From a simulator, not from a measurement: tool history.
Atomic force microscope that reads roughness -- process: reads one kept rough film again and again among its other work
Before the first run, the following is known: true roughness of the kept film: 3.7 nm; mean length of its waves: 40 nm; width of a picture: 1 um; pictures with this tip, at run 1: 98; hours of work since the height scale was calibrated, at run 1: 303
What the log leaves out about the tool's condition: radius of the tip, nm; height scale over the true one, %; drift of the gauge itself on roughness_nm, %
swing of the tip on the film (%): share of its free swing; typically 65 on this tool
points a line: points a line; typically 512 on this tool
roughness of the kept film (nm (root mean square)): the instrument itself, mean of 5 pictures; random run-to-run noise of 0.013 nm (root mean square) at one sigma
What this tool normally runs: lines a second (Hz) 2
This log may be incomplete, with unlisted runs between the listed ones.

run,hour,lines a second (Hz),swing of the tip on the film (%),points a line,pictures with this tip,hours of work since the height scale was calibrated,roughness of the kept film (nm (root mean square))
1,0,2,65,512,98,303,2.76
# hour 8.1: new tip fitted
2,13.7,2,65,512,12,313,3.161
3,26.9,2,65,512,41,322,3.02
4,38.9,2,65,287,68,331,2.91
5,46.5,2,65,512,84,337,2.849
6,52,2,65,512,96,341,2.814
# hour 60.6: new tip fitted
7,65.4,2,65,512,10,350,3.174
8,72.3,2,65,573,26,355,3.115
9,84.1,2,60,512,51,363,3.081
10,93.7,2,60,512,73,370,2.97
11,101.7,2,60,512,90,376,2.924
# hour 112.6: new tip fitted
12,114.1,2,60,512,3,385,3.31
13,126.6,2,65,512,31,394,3.066
14,133,2,65,512,44,398,3.018
15,142.4,2,65,406,65,405,2.931
16,148.1,2,65,875,78,409,2.88
17,161.2,2,65,875,106,419,2.762
# hour 164.8: new tip fitted
18,175,2,65,875,22,429,3.113
19,184.7,2,65,512,43,436,3.038
20,196.6,2,65,512,70,444,2.902
21,206.5,2,65,626,91,451,2.834
22,215.8,0.64,65,626,112,458,2.934
# hour 217: new tip fitted
23,226.8,2,65,512,21,466,3.13
24,236.8,2,65,512,44,473,3.032
25,244.9,0.96,65,512,61,479,3.092
26,254.4,2,65,512,82,486,2.868
27,266.7,1.3,65,512,109,495,2.832
# hour 269.5: new tip fitted
28,275.9,1.3,65,512,14,501,3.245
29,288.8,1.3,65,512,42,510,3.137
30,301,1.64,82,320,69,519,2.679
31,313.3,1.64,82,320,96,528,2.56
# hour 322: new tip fitted
32,322.4,1.64,82,320,1,534,2.932
33,332.9,1.99,87,311,24,542,2.593
34,344.6,1.75,87,272,49,550,2.583
35,352.1,1.75,87,272,66,556,2.5
36,360.4,1.75,87,272,84,562,2.444
37,369,1.75,62,371,103,568,2.884
# hour 374.2: new tip fitted
38,382.2,1.75,62,371,18,577,3.235
39,394.8,1.07,58,409,45,586,3.237
40,407.7,3.36,72,512,73,596,2.563
41,416.7,3.36,72,512,93,602,2.515
# hour 427.1: new tip fitted
42,430.1,3.36,72,512,6,611,2.831
43,439.5,3.36,72,512,27,618,2.751
44,447.8,3.36,72,512,45,624,2.661
45,459.2,0.53,66,545,70,633,3.131
46,468,1.38,61,278,89,639,2.931
47,477.4,0.74,68,455,110,646,2.905
# hour 479.6: new tip fitted
48,488.5,0.71,68,508,19,653,3.274
49,494,2.51,65,393,31,657,3.015
50,501.2,2.21,65,760,47,663,2.995
51,509.5,2.21,73,814,65,669,2.743
52,516.9,2.21,73,814,81,674,2.717

5 ways to go on from here, each from the tool as it stands after run 52. What would each give?
A,522.9,2.85,73,814,94,678,?
B,522.9,2,87,512,94,678,?
C,522.9,0.66,73,814,94,678,?
D,522.9,2.5,79,504,94,678,?
E,522.9,3.64,65,512,94,678,?

run,roughness of the kept film (nm (root mean square))
A,2.556
B,2.372
C,2.973
D,2.446
E,2.631
The same runs, with their run-to-run variation unchanged, on a tool lacking any hidden condition would have given:
run,roughness of the kept film (nm (root mean square))
A,2.91
B,2.702
C,3.386
D,2.785
E,2.997
